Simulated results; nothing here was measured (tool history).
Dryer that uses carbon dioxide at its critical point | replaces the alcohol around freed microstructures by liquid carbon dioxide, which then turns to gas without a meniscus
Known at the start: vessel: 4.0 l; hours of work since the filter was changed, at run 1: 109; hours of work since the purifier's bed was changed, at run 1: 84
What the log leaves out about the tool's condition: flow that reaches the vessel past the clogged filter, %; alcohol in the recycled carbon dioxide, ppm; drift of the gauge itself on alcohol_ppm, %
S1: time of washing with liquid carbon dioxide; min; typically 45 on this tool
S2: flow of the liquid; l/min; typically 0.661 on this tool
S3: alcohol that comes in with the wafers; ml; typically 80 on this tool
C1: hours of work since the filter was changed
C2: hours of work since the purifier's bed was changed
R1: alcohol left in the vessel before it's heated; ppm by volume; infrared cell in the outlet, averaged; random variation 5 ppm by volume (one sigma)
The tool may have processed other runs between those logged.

| run | day | S1 | S2 | S3 | C1 | C2 | R1 |
|---|---|---|---|---|---|---|---|
| 1 | 0.000 | 45 | 0.661 | 80 | 109 | 84 | 67 |
| 2 | 0.450 | 45 | 0.661 | 80 | 117 | 92 | 68 |
| 3 | 0.779 | 45 | 0.661 | 80 | 123 | 98 | 65 |
| 4 | 1.146 | 45 | 0.661 | 80 | 129 | 104 | 70 |
| 5 | 1.633 | 45 | 0.661 | 80 | 138 | 113 | 67 |
| 6 | 2.025 | 45 | 0.661 | 80 | 145 | 120 | 89 |
| 7 | 2.638 | 27 | 0.661 | 41 | 155 | 130 | 309 |
|  | 2.817 | inlet filter changed |
| 8 | 3.017 | 27 | 0.661 | 41 | 4 | 136 | 215 |
| 9 | 3.454 | 27 | 0.661 | 41 | 11 | 144 | 216 |
| 10 | 3.979 | 40 | 0.661 | 71 | 20 | 153 | 86 |
| 11 | 4.571 | 56 | 0.661 | 88 | 31 | 163 | 40 |
| 12 | 5.171 | 45 | 0.622 | 38 | 41 | 174 | 62 |

Predict each of these 3 candidate next runs independently; none follows another, all start after run 12:
| A | 5.596 | 34 | 1.111 | 44 | 49 | 181 | ? |
| B | 5.596 | 70 | 1.013 | 80 | 49 | 181 | ? |
| C | 5.596 | 53 | 0.720 | 26 | 49 | 181 | ? |

| run | R1 |
|---|---|
| A | 42 |
| B | 47 |
| C | 53 |
What these runs would have given with no unlogged condition in the tool:
| run | R1 |
|---|---|
| A | 1 |
| B | 8 |
| C | 13 |
